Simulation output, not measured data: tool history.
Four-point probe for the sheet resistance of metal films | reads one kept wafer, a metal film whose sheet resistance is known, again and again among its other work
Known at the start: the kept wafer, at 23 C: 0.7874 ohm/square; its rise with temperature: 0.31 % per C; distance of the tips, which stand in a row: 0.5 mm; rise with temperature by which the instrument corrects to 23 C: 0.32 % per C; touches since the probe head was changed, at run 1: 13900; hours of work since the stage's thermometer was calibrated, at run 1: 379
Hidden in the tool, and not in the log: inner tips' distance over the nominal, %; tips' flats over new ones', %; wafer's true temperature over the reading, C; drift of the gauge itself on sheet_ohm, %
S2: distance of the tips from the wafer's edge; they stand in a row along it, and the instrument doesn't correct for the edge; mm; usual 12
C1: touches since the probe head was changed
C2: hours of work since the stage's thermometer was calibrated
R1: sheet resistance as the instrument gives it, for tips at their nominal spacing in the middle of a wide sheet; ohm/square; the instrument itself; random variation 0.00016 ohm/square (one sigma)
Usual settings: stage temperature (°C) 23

{"run": 1, "hour": 0.0, "stage temperature (°C)": 23, "S2": 12, "C1": 13900, "C2": 379, "R1": 0.783096}
{"run": 2, "hour": 20.6, "stage temperature (°C)": 23, "S2": 12, "C1": 14838, "C2": 392, "R1": 0.782709}
{"run": 3, "hour": 29.7, "stage temperature (°C)": 23, "S2": 4, "C1": 15252, "C2": 399, "R1": 0.788546}
{"run": 4, "hour": 51.9, "stage temperature (°C)": 23, "S2": 74, "C1": 16265, "C2": 413, "R1": 0.782183}
{"run": 5, "hour": 71.1, "stage temperature (°C)": 23, "S2": 74, "C1": 17140, "C2": 426, "R1": 0.781705}
{"run": 6, "hour": 91.5, "stage temperature (°C)": 23, "S2": 74, "C1": 18071, "C2": 440, "R1": 0.781957}
{"run": 7, "hour": 112.1, "stage temperature (°C)": 23, "S2": 74, "C1": 19008, "C2": 453, "R1": 0.782008}
{"run": 8, "hour": 128.9, "stage temperature (°C)": 22, "S2": 12, "C1": 19772, "C2": 464, "R1": 0.782372}
{"run": 9, "hour": 149.1, "stage temperature (°C)": 22, "S2": 12, "C1": 20690, "C2": 478, "R1": 0.78234}
{"run": 10, "hour": 163.1, "stage temperature (°C)": 22, "S2": 7, "C1": 21332, "C2": 487, "R1": 0.783712}
{"run": 11, "hour": 180.2, "stage temperature (°C)": 22, "S2": 7, "C1": 22111, "C2": 498, "R1": 0.783638}
{"run": 12, "hour": 196.6, "stage temperature (°C)": 22, "S2": 7, "C1": 22858, "C2": 509, "R1": 0.78379}
{"hour": 198.8, "done": "stage's thermometer calibrated"}
{"run": 13, "hour": 214.1, "stage temperature (°C)": 21, "S2": 14, "C1": 23629, "C2": 10, "R1": 0.782419}
{"hour": 229.4, "done": "stage's thermometer calibrated, once more"}
{"run": 14, "hour": 235.5, "stage temperature (°C)": 29, "S2": 16, "C1": 24585, "C2": 4, "R1": 0.781351}
{"run": 15, "hour": 244.9, "stage temperature (°C)": 20, "S2": 38, "C1": 25012, "C2": 10, "R1": 0.781063}
{"run": 16, "hour": 262.8, "stage temperature (°C)": 30, "S2": 4, "C1": 25828, "C2": 22, "R1": 0.787234}
{"run": 17, "hour": 284.6, "stage temperature (°C)": 31, "S2": 4, "C1": 26818, "C2": 37, "R1": 0.787229}
{"run": 18, "hour": 303.3, "stage temperature (°C)": 31, "S2": 4, "C1": 27670, "C2": 49, "R1": 0.78716}
{"run": 19, "hour": 320.6, "stage temperature (°C)": 31, "S2": 4, "C1": 28461, "C2": 60, "R1": 0.787181}
{"run": 20, "hour": 334.5, "stage temperature (°C)": 23, "S2": 4, "C1": 29092, "C2": 70, "R1": 0.787082}
{"run": 21, "hour": 344.4, "stage temperature (°C)": 35, "S2": 9, "C1": 29544, "C2": 76, "R1": 0.781579}
{"run": 22, "hour": 364.8, "stage temperature (°C)": 35, "S2": 9, "C1": 30475, "C2": 90, "R1": 0.781595}
{"run": 23, "hour": 380.1, "stage temperature (°C)": 35, "S2": 64, "C1": 31170, "C2": 100, "R1": 0.780075}
{"run": 24, "hour": 393.7, "stage temperature (°C)": 19, "S2": 4, "C1": 31790, "C2": 109, "R1": 0.786924}

Forecast each of these 4 alternatives for the next run:
{"run": "A", "hour": 410.7, "stage temperature (°C)": 23, "S2": 4, "C1": 32564, "C2": 120, "R1": "?"}
{"run": "B", "hour": 410.7, "stage temperature (°C)": 21, "S2": 4, "C1": 32564, "C2": 120, "R1": "?"}
{"run": "C", "hour": 410.7, "stage temperature (°C)": 23, "S2": 6, "C1": 32564, "C2": 120, "R1": "?"}
{"run": "D", "hour": 410.7, "stage temperature (°C)": 30, "S2": 20, "C1": 32564, "C2": 120, "R1": "?"}

run=A R1=0.786914
run=B R1=0.787064
run=C R1=0.783564
run=D R1=0.780169
Without the tool's hidden state the same runs would have given:
run=A R1=0.794057
run=B R1=0.794208
run=C R1=0.790679
run=D R1=0.787257
